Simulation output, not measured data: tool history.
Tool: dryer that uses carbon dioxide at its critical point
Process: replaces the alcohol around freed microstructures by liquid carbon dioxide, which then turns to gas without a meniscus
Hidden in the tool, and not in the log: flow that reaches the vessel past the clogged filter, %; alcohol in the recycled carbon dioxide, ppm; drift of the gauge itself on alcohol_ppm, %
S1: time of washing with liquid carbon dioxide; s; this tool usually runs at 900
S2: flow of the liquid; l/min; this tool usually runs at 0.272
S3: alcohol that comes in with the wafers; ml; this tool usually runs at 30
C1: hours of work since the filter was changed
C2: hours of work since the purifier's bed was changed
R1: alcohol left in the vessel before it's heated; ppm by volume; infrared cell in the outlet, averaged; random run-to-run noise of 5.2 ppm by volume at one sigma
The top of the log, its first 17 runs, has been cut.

| run | hour | S1 | S2 | S3 | C1 | C2 | R1 |
|---|---|---|---|---|---|---|---|
| 18 | 281.5 | 660 | 0.200 | 40 | 89 | 314 | 2825 |
| 19 | 293.1 | 900 | 0.461 | 52 | 97 | 322 | 18 |
| 20 | 316.1 | 1320 | 0.272 | 30 | 113 | 338 | 29 |
| 21 | 334.5 | 1140 | 0.384 | 114 | 126 | 351 | 25 |
| 22 | 346.2 | 1140 | 0.349 | 28 | 134 | 359 | 33 |
| 23 | 369.5 | 900 | 0.209 | 49 | 150 | 375 | 1089 |
| 24 | 382.2 | 900 | 0.209 | 49 | 159 | 384 | 1062 |
| 25 | 393.4 | 900 | 0.209 | 49 | 167 | 391 | 1115 |
|  | 409.1 | inlet filter changed |
| 26 | 417.4 | 900 | 0.209 | 49 | 6 | 407 | 709 |
| 27 | 441.0 | 960 | 0.272 | 58 | 22 | 423 | 148 |
| 28 | 452.7 | 1380 | 0.170 | 40 | 30 | 431 | 203 |
| 29 | 466.5 | 1380 | 0.170 | 40 | 40 | 441 | 202 |
| 30 | 478.1 | 780 | 0.272 | 30 | 48 | 449 | 264 |

5 options for the next run, each taken on its own from the tool as it stands now. Forecast them:
| A | 498.2 | 900 | 0.228 | 30 | 61 | 463 | ? |
| B | 498.2 | 780 | 0.272 | 51 | 61 | 463 | ? |
| C | 498.2 | 780 | 0.446 | 60 | 61 | 463 | ? |
| D | 498.2 | 900 | 0.272 | 22 | 61 | 463 | ? |
| E | 498.2 | 1140 | 0.190 | 35 | 61 | 463 | ? |

| run | R1 |
|---|---|
| A | 343 |
| B | 489 |
| C | 37 |
| D | 105 |
| E | 291 |
Had the tool no hidden state, the same runs would have come out as:
| run | R1 |
|---|---|
| A | 272 |
| B | 392 |
| C | 14 |
| D | 71 |
| E | 224 |

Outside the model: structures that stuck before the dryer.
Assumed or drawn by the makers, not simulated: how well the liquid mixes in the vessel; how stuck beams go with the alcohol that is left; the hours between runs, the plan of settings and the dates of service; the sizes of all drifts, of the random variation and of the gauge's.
